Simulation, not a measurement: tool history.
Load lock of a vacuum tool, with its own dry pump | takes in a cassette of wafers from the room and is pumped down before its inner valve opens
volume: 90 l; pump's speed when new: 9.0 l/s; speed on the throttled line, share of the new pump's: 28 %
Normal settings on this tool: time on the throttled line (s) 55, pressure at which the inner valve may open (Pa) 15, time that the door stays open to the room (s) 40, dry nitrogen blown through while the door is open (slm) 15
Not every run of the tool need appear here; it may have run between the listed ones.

run    hour  time on the throttled line (s)  pressure at which the inner valve may open (Pa)  time that the door stays open to the room (s)  dry nitrogen blown through while the door is open (slm)  incoming humidity of the room's air, %  time from the closed door until the inner valve may open (s)  rise of the pressure with all valves shut (Pa/min)
  1       0                              55                                               15                                             40                                                       15                                      43                                                         132.7                                               0.296
  2   391.3                              55                                               15                                             40                                                       15                                    46.1                                                         131.5                                               0.323
  3   863.3                              55                                               15                                             40                                                       15                                    46.9                                                         133.2                                               0.331
  4  1265.1                              55                                               15                                             40                                                       15                                    42.8                                                         132.1                                               0.358
  5  1540.2                              55                                               15                                             40                                                        5                                    45.4                                                         135.3                                               0.379
  6  1855.5                              55                                               15                                             40                                                        5                                      48                                                         134.2                                               0.399
  7  2275.1                              55                                               11                                            209                                                       11                                    43.5                                                         139.8                                               0.441
  8  2563.2                              39                                               15                                            169                                                       15                                    47.4                                                         124.6                                                0.44
  9  3105.5                              39                                               15                                            169                                                       15                                    45.8                                                         125.2                                               0.465
 10  3401.1                              59                                               11                                             89                                                       36                                    45.9                                                         142.7                                               0.452
 11  3790.5                              78                                               15                                             77                                                       15                                    45.2                                                         153.7                                               0.493
 12  4158.1                              51                                               15                                             30                                                        4                                    44.6                                                         135.8                                                 0.5

Consider 3 possible next runs. They are alternatives, not a sequence: every one starts from the tool as it was left by run 12. What does each give?
  A  4537.9                             104                                               21                                             40                                                       15                                    43.8                                                             ?                                                   ?
  B  4537.9                              32                                               15                                             74                                                       22                                    45.4                                                             ?                                                   ?
  C  4537.9                              35                                               15                                             40                                                       15                                    43.3                                                             ?                                                   ?

run  time from the closed door until the inner valve may open (s)  rise of the pressure with all valves shut (Pa/min)
  A                                                         166.8                                               0.526
  B                                                         120.7                                               0.535
  C                                                         124.9                                               0.519
Without the tool's unlogged condition, the same runs would have read:
run  time from the closed door until the inner valve may open (s)  rise of the pressure with all valves shut (Pa/min)
  A                                                         159.9                                               0.021
  B                                                           111                                               0.022
  C                                                         115.2                                               0.018
